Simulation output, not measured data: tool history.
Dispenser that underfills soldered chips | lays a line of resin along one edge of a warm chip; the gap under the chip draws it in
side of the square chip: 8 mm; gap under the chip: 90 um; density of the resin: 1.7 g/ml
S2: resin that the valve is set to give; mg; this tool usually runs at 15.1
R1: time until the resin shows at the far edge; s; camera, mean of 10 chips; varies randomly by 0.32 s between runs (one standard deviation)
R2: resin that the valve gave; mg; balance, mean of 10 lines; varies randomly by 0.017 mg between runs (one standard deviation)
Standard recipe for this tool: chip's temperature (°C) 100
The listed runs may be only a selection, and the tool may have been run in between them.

Run 1, day 0: usual settings. Result: R1 14 s, R2 14.86 mg.
Run 2, day 0.204: usual settings but chip's temperature (°C) 91. Result: R1 23.6 s, R2 14.86 mg.
At day 0.288: new syringe of resin.
Run 3, day 0.325: usual settings but S2 16.5 mg. Result: R1 11.6 s, R2 16.23 mg.
Run 4, day 0.442: usual settings but chip's temperature (°C) 101, S2 16.5 mg. Result: R1 12.1 s, R2 16.21 mg.
Run 5, day 0.633: usual settings but S2 14.5 mg. Result: R1 14.2 s, R2 14.25 mg.
Run 6, day 0.75: usual settings but S2 14.5 mg. Result: R1 15.4 s, R2 14.23 mg.
Run 7, day 0.85: usual settings but S2 14.5 mg. Result: R1 16 s, R2 14.22 mg.
At day 0.929: new syringe of resin.
Run 8, day 1.021: usual settings but chip's temperature (°C) 92. Result: R1 18.3 s, R2 14.83 mg.
Run 9, day 1.25: usual settings but chip's temperature (°C) 92. Result: R1 20.4 s, R2 14.79 mg.
Run 10, day 1.35: usual settings but chip's temperature (°C) 92. Result: R1 21.8 s, R2 14.78 mg.
Run 11, day 1.525: usual settings but chip's temperature (°C) 92. Result: R1 24 s, R2 14.73 mg.
At day 1.558: new syringe of resin.
Run 12, day 1.729: usual settings but chip's temperature (°C) 93. Result: R1 18.1 s, R2 14.69 mg.
Run 13, day 1.921: usual settings but chip's temperature (°C) 93. Result: R1 19.6 s, R2 14.7 mg.
Run 14, day 2.108: usual settings. Result: R1 16.4 s, R2 14.69 mg.
At day 2.183: new syringe of resin.
Run 15, day 2.258: usual settings. Result: R1 12.3 s, R2 14.68 mg.
Run 16, day 2.429: usual settings. Result: R1 13.8 s, R2 14.69 mg.
Run 17, day 2.592: usual settings. Result: R1 14.9 s, R2 14.65 mg.
At day 2.671: dispensing valve cleaned and set on the balance.
Run 18, day 2.738: usual settings. Result: R1 16.5 s, R2 15.1 mg.
At day 2.854: new syringe of resin.
Run 19, day 2.962: usual settings but S2 18.3 mg. Result: R1 12.5 s, R2 18.27 mg.
Run 20, day 3.183: usual settings but chip's temperature (°C) 107. Result: R1 10.1 s, R2 15.06 mg.
Run 21, day 3.283: usual settings but chip's temperature (°C) 94, S2 17.2 mg. Result: R1 19.3 s, R2 17.15 mg.
Run 22, day 3.417: usual settings but chip's temperature (°C) 107, S2 18.8 mg. Result: R1 11.6 s, R2 18.71 mg.
At day 3.488: new syringe of resin.
Run 23, day 3.583: usual settings but chip's temperature (°C) 92, S2 14.2 mg. Result: R1 17.8 s, R2 14.09 mg.
Run 24, day 3.683: usual settings but chip's temperature (°C) 92, S2 14.2 mg. Result: R1 19.1 s, R2 14.09 mg.
Run 25, day 3.783: usual settings but chip's temperature (°C) 90, S2 14.2 mg. Result: R1 22.7 s, R2 14.09 mg.
Run 26, day 4.021: usual settings but chip's temperature (°C) 97. Result: R1 18.4 s, R2 14.97 mg.
At day 4.121: new syringe of resin.
Run 27, day 4.267: usual settings but chip's temperature (°C) 106, S2 12.9 mg. Result: R1 10.5 s, R2 12.8 mg.
Run 28, day 4.496: usual settings but chip's temperature (°C) 97, S2 14.3 mg. Result: R1 17 s, R2 14.15 mg.
Run 29, day 4.658: usual settings but chip's temperature (°C) 101, S2 13.7 mg. Result: R1 15.6 s, R2 13.55 mg.
At day 4.754: new syringe of resin.
Run 30, day 4.812: usual settings but chip's temperature (°C) 94, S2 14.8 mg. Result: R1 16.4 s, R2 14.61 mg.
Run 31, day 5.017: usual settings but chip's temperature (°C) 114, S2 15.4 mg. Result: R1 7.4 s, R2 15.22 mg.
Run 32, day 5.162: usual settings but chip's temperature (°C) 114, S2 15.4 mg. Result: R1 7.6 s, R2 15.19 mg.
Run 33, day 5.283: usual settings but chip's temperature (°C) 114, S2 15.4 mg. Result: R1 8.8 s, R2 15.19 mg.
At day 5.388: new syringe of resin.
Run 34, day 5.433: usual settings but chip's temperature (°C) 89, S2 15 mg. Result: R1 20.1 s, R2 14.77 mg.
Run 35, day 5.667: usual settings but chip's temperature (°C) 103, S2 14 mg. Result: R1 12.7 s, R2 13.76 mg.
Run 36, day 5.842: usual settings but chip's temperature (°C) 96, S2 13.2 mg. Result: R1 18.5 s, R2 12.97 mg.

Consider 3 possible next runs. They are alternatives, not a sequence: every one starts from the tool as it was left by run 36. What does each give?
At day 6.012: new syringe of resin.
Run A, day 6.054: usual settings but chip's temperature (°C) 94, S2 16.8 mg. Result: R1 ?, R2 ?.
At day 6.012: new syringe of resin.
Run B, day 6.054: usual settings but chip's temperature (°C) 114, S2 13.6 mg. Result: R1 ?, R2 ?.
At day 6.012: new syringe of resin.
Run C, day 6.054: usual settings but chip's temperature (°C) 98, S2 13.9 mg. Result: R1 ?, R2 ?.

run    R1     R2
  A  16.9  16.52
  B     7  13.36
  C  12.9  13.63
Without the tool's hidden state the same runs would have given:
run    R1     R2
  A  15.9  16.84
  B   6.6  13.61
  C  12.2  13.89
